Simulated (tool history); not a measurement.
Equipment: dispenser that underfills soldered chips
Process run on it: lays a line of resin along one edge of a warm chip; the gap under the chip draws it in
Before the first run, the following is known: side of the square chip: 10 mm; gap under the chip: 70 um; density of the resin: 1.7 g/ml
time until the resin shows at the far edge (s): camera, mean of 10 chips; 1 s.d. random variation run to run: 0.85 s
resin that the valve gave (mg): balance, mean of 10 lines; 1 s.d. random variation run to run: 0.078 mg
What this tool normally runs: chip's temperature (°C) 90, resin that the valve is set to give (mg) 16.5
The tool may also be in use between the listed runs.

run	hour	chip's temperature (°C)	resin that the valve is set to give (mg)	time until the resin shows at the far edge (s)	resin that the valve gave (mg)
1	0.0	90	16.5	122.4	16.56
2	2.8	90	19.8	134.4	19.69
# hour 3.7: new syringe of resin
3	5.9	87	16.5	102.1	16.29
4	10.6	87	16.5	127.4	16.28
5	13.8	87	16.5	143.3	16.30
6	16.6	90	17.2	139.8	16.91
# hour 17.2: new syringe of resin
7	19.2	90	17.2	86.6	16.86
8	21.7	90	17.2	98.0	16.93
9	27.0	90	17.2	123.9	16.81
# hour 30.7: new syringe of resin
10	31.8	90	20.6	84.2	20.15
11	34.9	90	20.6	94.5	20.10
12	39.1	90	20.6	114.4	19.80
13	43.0	90	20.6	133.7	19.94
# hour 44.2: new syringe of resin
14	47.3	90	20.6	89.2	19.95
15	51.1	90	20.6	104.7	19.93
16	55.9	90	20.6	130.9	19.76
# hour 57.7: new syringe of resin
17	60.1	90	17.0	88.2	16.29
18	62.6	101	17.0	61.4	16.15
19	66.6	87	18.4	136.9	17.56
20	69.9	87	18.4	154.8	17.47
# hour 71.1: new syringe of resin
21	75.0	97	17.0	71.5	16.07
22	80.3	82	15.5	184.0	14.59
23	83.0	98	20.8	93.9	19.75
# hour 84.5: new syringe of resin
24	86.1	103	16.3	48.8	15.39
25	88.4	84	21.3	122.9	20.06
26	91.2	84	21.3	140.4	19.94
27	94.5	84	21.3	158.7	19.90
# hour 98.0: new syringe of resin
28	98.5	84	21.3	107.8	19.99
29	102.3	84	21.3	126.6	19.67
30	105.6	84	21.3	150.1	19.67
31	108.7	95	15.7	109.8	14.67
# hour 111.5: new syringe of resin
32	111.5	95	15.7	67.1	14.51
33	114.8	88	15.7	103.8	14.46
34	119.7	90	14.8	120.7	13.66
35	124.0	90	14.8	149.1	13.66
# hour 125.1: new syringe of resin
36	127.1	79	14.5	167.0	13.26

Hidden state or all else? Some run-to-run changes of time until the resin shows at the far edge (s), split into what the settings, what came in and random variation would give without the hidden state, and what is left for the hidden state (with any gauge scatter that isn't in both results):
Hidden state at play: resin's viscosity, % of fresh resin's; dose that the valve gives, % of what is set; true chip temperature over the reading, C; drift of the gauge itself on fill_s, %; drift of the gauge itself on given_mg, %.
Run 6 -> 7: new syringe of resin. time until the resin shows at the far edge (s) -53.2: hidden state -52.9, all else -0.3.
Run 20 -> 21: chip's temperature (°C) 87 -> 97, resin that the valve is set to give (mg) 18.4 -> 17.0, new syringe of resin. time until the resin shows at the far edge (s) -83.3: hidden state -51.7, all else -31.6.
Run 21 -> 22: chip's temperature (°C) 97 -> 82, resin that the valve is set to give (mg) 17.0 -> 15.5. time until the resin shows at the far edge (s) +112.5: hidden state +53.1, all else +59.4.
Run 22 -> 23: chip's temperature (°C) 82 -> 98, resin that the valve is set to give (mg) 15.5 -> 20.8. time until the resin shows at the far edge (s) -90.1: hidden state -27.1, all else -63.0.

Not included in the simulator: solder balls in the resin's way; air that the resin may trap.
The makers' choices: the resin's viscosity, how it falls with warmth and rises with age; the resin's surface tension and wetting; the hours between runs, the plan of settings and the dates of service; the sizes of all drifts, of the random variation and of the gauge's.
